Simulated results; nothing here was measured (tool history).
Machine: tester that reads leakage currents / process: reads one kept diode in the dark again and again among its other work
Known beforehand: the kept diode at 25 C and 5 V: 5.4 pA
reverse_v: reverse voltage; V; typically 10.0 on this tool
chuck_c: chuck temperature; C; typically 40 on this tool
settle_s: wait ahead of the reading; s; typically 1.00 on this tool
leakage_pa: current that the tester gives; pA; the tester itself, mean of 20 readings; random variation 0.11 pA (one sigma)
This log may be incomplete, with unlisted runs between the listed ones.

run 1 hour=0.0 | reverse_v=10.0 chuck_c=40 settle_s=1.00 | leakage_pa=37.96
run 2 hour=79.6 | reverse_v=10.0 chuck_c=40 settle_s=1.00 | leakage_pa=38.31
run 3 hour=196.0 | reverse_v=10.0 chuck_c=40 settle_s=3.90 | leakage_pa=37.01
run 4 hour=249.6 | reverse_v=10.0 chuck_c=40 settle_s=3.90 | leakage_pa=37.20
run 5 hour=346.9 | reverse_v=10.8 chuck_c=40 settle_s=3.90 | leakage_pa=39.55
-- hour=463.4 chuck's temperature calibrated
run 6 hour=467.2 | reverse_v=10.0 chuck_c=40 settle_s=0.32 | leakage_pa=45.60
run 7 hour=517.3 | reverse_v=4.7 chuck_c=40 settle_s=1.00 | leakage_pa=24.88
run 8 hour=568.3 | reverse_v=1.8 chuck_c=40 settle_s=1.00 | leakage_pa=14.02
run 9 hour=660.4 | reverse_v=1.8 chuck_c=40 settle_s=0.50 | leakage_pa=14.69
run 10 hour=760.8 | reverse_v=1.8 chuck_c=31 settle_s=0.50 | leakage_pa=8.15
run 11 hour=857.0 | reverse_v=1.8 chuck_c=31 settle_s=0.50 | leakage_pa=8.27
run 12 hour=927.0 | reverse_v=1.8 chuck_c=31 settle_s=0.50 | leakage_pa=8.39
-- hour=962.5 chuck's temperature calibrated, once more
run 13 hour=1007.4 | reverse_v=1.8 chuck_c=31 settle_s=0.50 | leakage_pa=9.30
run 14 hour=1092.6 | reverse_v=10.0 chuck_c=30 settle_s=1.00 | leakage_pa=29.09
run 15 hour=1184.3 | reverse_v=10.0 chuck_c=30 settle_s=1.00 | leakage_pa=29.54
run 16 hour=1255.0 | reverse_v=10.0 chuck_c=30 settle_s=1.00 | leakage_pa=30.21
run 17 hour=1322.7 | reverse_v=10.0 chuck_c=30 settle_s=1.00 | leakage_pa=30.34
run 18 hour=1384.5 | reverse_v=10.0 chuck_c=30 settle_s=1.00 | leakage_pa=30.73
run 19 hour=1447.5 | reverse_v=10.0 chuck_c=30 settle_s=1.00 | leakage_pa=31.26
run 20 hour=1558.8 | reverse_v=10.0 chuck_c=40 settle_s=1.00 | leakage_pa=49.66
run 21 hour=1641.3 | reverse_v=10.0 chuck_c=40 settle_s=1.28 | leakage_pa=49.47
run 22 hour=1711.4 | reverse_v=10.0 chuck_c=40 settle_s=0.65 | leakage_pa=52.03
run 23 hour=1812.5 | reverse_v=10.0 chuck_c=21 settle_s=0.65 | leakage_pa=27.81
run 24 hour=1865.7 | reverse_v=10.0 chuck_c=21 settle_s=0.65 | leakage_pa=28.16
run 25 hour=1914.1 | reverse_v=10.0 chuck_c=40 settle_s=2.46 | leakage_pa=49.57
run 26 hour=1965.9 | reverse_v=4.6 chuck_c=33 settle_s=0.85 | leakage_pa=21.24
run 27 hour=2080.9 | reverse_v=4.6 chuck_c=54 settle_s=7.11 | leakage_pa=75.18
run 28 hour=2148.2 | reverse_v=4.6 chuck_c=54 settle_s=7.11 | leakage_pa=75.06
run 29 hour=2200.1 | reverse_v=4.6 chuck_c=54 settle_s=7.11 | leakage_pa=74.66
run 30 hour=2249.6 | reverse_v=19.2 chuck_c=40 settle_s=1.00 | leakage_pa=86.26
run 31 hour=2349.9 | reverse_v=16.9 chuck_c=31 settle_s=0.75 | leakage_pa=60.05
run 32 hour=2428.5 | reverse_v=10.0 chuck_c=40 settle_s=0.55 | leakage_pa=56.02
run 33 hour=2522.0 | reverse_v=10.0 chuck_c=40 settle_s=0.55 | leakage_pa=57.27
run 34 hour=2635.0 | reverse_v=15.8 chuck_c=40 settle_s=1.00 | leakage_pa=78.15
run 35 hour=2738.2 | reverse_v=15.8 chuck_c=35 settle_s=0.37 | leakage_pa=73.35
run 36 hour=2797.8 | reverse_v=15.8 chuck_c=38 settle_s=1.04 | leakage_pa=73.27
run 37 hour=2898.1 | reverse_v=15.8 chuck_c=38 settle_s=1.04 | leakage_pa=74.84
-- hour=2956.8 probe card cleaned and baked
run 38 hour=3019.9 | reverse_v=15.8 chuck_c=38 settle_s=1.04 | leakage_pa=34.29
run 39 hour=3135.4 | reverse_v=15.8 chuck_c=38 settle_s=1.04 | leakage_pa=35.40

The same runs without the tool's hidden state, with the same run-to-run variation:
The tool's hidden condition here consists of: stray current of the dirty probe card, pA a volt; current scale over the true one, %; true chuck temperature over the reading, C; drift of the gauge itself on leakage_pa, %.
run=1 leakage_pa=33.16
run=2 leakage_pa=33.07
run=3 leakage_pa=31.16
run=4 leakage_pa=31.09
run=5 leakage_pa=32.36
run=6 leakage_pa=39.20
run=7 leakage_pa=22.51
run=8 leakage_pa=13.67
run=9 leakage_pa=14.27
run=10 leakage_pa=6.80
run=11 leakage_pa=6.82
run=12 leakage_pa=6.89
run=13 leakage_pa=6.84
run=14 leakage_pa=15.14
run=15 leakage_pa=15.11
run=16 leakage_pa=15.26
run=17 leakage_pa=15.06
run=18 leakage_pa=15.16
run=19 leakage_pa=15.22
run=20 leakage_pa=33.23
run=21 leakage_pa=32.65
run=22 leakage_pa=34.82
run=23 leakage_pa=9.50
run=24 leakage_pa=9.58
run=25 leakage_pa=31.42
run=26 leakage_pa=12.66
run=27 leakage_pa=68.06
run=28 leakage_pa=67.89
run=29 leakage_pa=67.50
run=30 leakage_pa=47.04
run=31 leakage_pa=23.76
run=32 leakage_pa=35.15
run=33 leakage_pa=35.61
run=34 leakage_pa=42.52
run=35 leakage_pa=36.11
run=36 leakage_pa=35.97
run=37 leakage_pa=36.35
run=38 leakage_pa=35.98
run=39 leakage_pa=36.07
